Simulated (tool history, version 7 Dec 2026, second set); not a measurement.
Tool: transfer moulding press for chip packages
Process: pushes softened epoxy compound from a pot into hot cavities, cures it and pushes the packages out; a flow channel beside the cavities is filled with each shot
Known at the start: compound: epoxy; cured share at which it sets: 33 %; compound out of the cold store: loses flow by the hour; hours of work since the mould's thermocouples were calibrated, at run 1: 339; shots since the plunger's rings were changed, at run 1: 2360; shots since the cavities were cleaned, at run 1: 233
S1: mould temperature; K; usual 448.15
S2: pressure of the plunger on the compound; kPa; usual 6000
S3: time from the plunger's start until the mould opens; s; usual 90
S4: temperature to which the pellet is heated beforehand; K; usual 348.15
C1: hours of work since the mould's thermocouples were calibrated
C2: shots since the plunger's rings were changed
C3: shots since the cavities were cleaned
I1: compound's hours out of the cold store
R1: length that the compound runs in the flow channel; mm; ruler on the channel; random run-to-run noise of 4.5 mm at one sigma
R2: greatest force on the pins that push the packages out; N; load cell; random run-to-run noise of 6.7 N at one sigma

Run 1, day 0.000: usual settings; C1 339; C2 2360; C3 233; I1 36.7. Result: R1 716 mm, R2 318 N.
Run 2, day 0.312: usual settings; C1 344; C2 2481; C3 354; I1 16.0. Result: R1 756 mm, R2 327 N.
At day 0.571: cavities cleaned with cleaning compound and waxed.
Run 3, day 0.629: usual settings but S1 441.15 K; C1 349; C2 2580; C3 23; I1 30.5. Result: R1 752 mm, R2 405 N.
Run 4, day 1.088: usual settings but S1 441.15 K; C1 358; C2 2759; C3 202; I1 38.1. Result: R1 733 mm, R2 439 N.
Run 5, day 1.317: usual settings but S3 94 s; C1 362; C2 2847; C3 290; I1 37.3. Result: R1 716 mm, R2 328 N.
At day 1.742: cavities cleaned with cleaning compound and waxed.
Run 6, day 1.742: usual settings but S3 94 s; C1 369; C2 2989; C3 0; I1 41.0. Result: R1 700 mm, R2 264 N.
Run 7, day 2.129: usual settings but S3 94 s; C1 376; C2 3138; C3 149; I1 27.0. Result: R1 726 mm, R2 290 N.
Run 8, day 2.471: usual settings but S3 94 s; C1 382; C2 3271; C3 282; I1 40.7. Result: R1 699 mm, R2 320 N.
At day 2.912: cavities cleaned with cleaning compound and waxed.
Run 9, day 2.975: usual settings but S3 94 s; C1 390; C2 3443; C3 25; I1 10.3. Result: R1 755 mm, R2 263 N.
Run 10, day 3.275: usual settings but S3 103 s; C1 396; C2 3559; C3 141; I1 22.5. Result: R1 732 mm, R2 291 N.
Run 11, day 3.758: usual settings but S1 454.15 K; C1 405; C2 3747; C3 329; I1 45.5. Result: R1 678 mm, R2 303 N.
At day 4.071: cavities cleaned with cleaning compound and waxed.
Run 12, day 4.167: usual settings but S1 454.15 K; C1 411; C2 3881; C3 36; I1 18.6. Result: R1 724 mm, R2 255 N.
Run 13, day 4.425: usual settings but S1 454.15 K; C1 416; C2 3982; C3 137; I1 22.5. Result: R1 701 mm, R2 293 N.
Run 14, day 4.862: usual settings but S1 454.15 K; C1 424; C2 4152; C3 307; I1 44.2. Result: R1 677 mm, R2 296 N.
At day 5.242: cavities cleaned with cleaning compound and waxed.
Run 15, day 5.312: usual settings but S1 454.15 K; C1 431; C2 4302; C3 28; I1 14.6. Result: R1 717 mm, R2 248 N.
Run 16, day 5.750: usual settings but S1 453.15 K, S3 114 s; C1 439; C2 4472; C3 198; I1 30.8. Result: R1 698 mm, R2 273 N.
Run 17, day 5.975: usual settings but S1 453.15 K, S3 114 s; C1 444; C2 4559; C3 285; I1 20.0. Result: R1 707 mm, R2 300 N.
At day 6.400: cavities cleaned with cleaning compound and waxed.
Run 18, day 6.400: usual settings but S1 453.15 K, S2 4580 kPa, S3 94 s; C1 450; C2 4700; C3 0; I1 43.1. Result: R1 592 mm, R2 244 N.
Run 19, day 6.625: usual settings but S2 6410 kPa, S3 114 s; C1 455; C2 4788; C3 88; I1 45.6. Result: R1 708 mm, R2 249 N.
Run 20, day 6.979: usual settings but S2 6410 kPa, S3 114 s; C1 461; C2 4926; C3 226; I1 29.8. Result: R1 727 mm, R2 301 N.
Run 21, day 7.354: usual settings but S1 449.15 K, S2 6420 kPa, S3 126 s; C1 468; C2 5071; C3 371; I1 37.7. Result: R1 712 mm, R2 303 N.
At day 7.592: cavities cleaned with cleaning compound and waxed.
Run 22, day 7.625: usual settings but S1 449.15 K, S2 6420 kPa, S3 126 s; C1 472; C2 5152; C3 14; I1 16.6. Result: R1 747 mm, R2 257 N.
Run 23, day 8.062: usual settings but S3 113 s, S4 345.15 K; C1 480; C2 5321; C3 183; I1 37.2. Result: R1 684 mm, R2 283 N.
Run 24, day 8.525: usual settings but S1 456.15 K, S2 4570 kPa; C1 489; C2 5502; C3 364; I1 32.8. Result: R1 589 mm, R2 319 N.
At day 8.754: cavities cleaned with cleaning compound and waxed.
At day 9.008: plunger's sealing rings changed.
Run 25, day 9.154: usual settings but S1 456.15 K, S2 4570 kPa; C1 497; C2 55; C3 114; I1 42.3. Result: R1 619 mm, R2 269 N.
Run 26, day 9.633: usual settings but S2 4560 kPa, S3 88 s, S4 339.15 K; C1 506; C2 242; C3 301; I1 24.6. Result: R1 661 mm, R2 343 N.
At day 10.025: cavities cleaned with cleaning compound and waxed.
Run 27, day 10.171: usual settings but S2 4560 kPa, S3 88 s, S4 339.15 K; C1 515; C2 427; C3 57; I1 15.1. Result: R1 669 mm, R2 304 N.
Run 28, day 10.658: usual settings but S2 4560 kPa, S3 88 s, S4 339.15 K; C1 524; C2 616; C3 246; I1 44.0. Result: R1 636 mm, R2 321 N.
Run 29, day 10.867: usual settings but S4 353.15 K; C1 528; C2 696; C3 326; I1 19.6. Result: R1 767 mm, R2 331 N.

Forecast each of these 3 alternatives for the next run:
At day 11.200: cavities cleaned with cleaning compound and waxed.
Run A, day 11.379: usual settings but S2 4520 kPa, S4 353.15 K; C1 536; C2 872; C3 70; I1 42.4. Result: R1 ?, R2 ?.
At day 11.200: cavities cleaned with cleaning compound and waxed.
Run B, day 11.379: usual settings but S2 5520 kPa; C1 536; C2 872; C3 70; I1 34.2. Result: R1 ?, R2 ?.
At day 11.200: cavities cleaned with cleaning compound and waxed.
Run C, day 11.379: usual settings but S1 452.15 K, S3 121 s, S4 343.15 K; C1 536; C2 872; C3 70; I1 44.1. Result: R1 ?, R2 ?.

run   R1   R2
  A  629  270
  B  704  291
  C  711  260
The same runs, with their run-to-run variation unchanged, on a tool lacking any hidden condition would have given:
run   R1   R2
  A  640  258
  B  717  279
  C  724  239
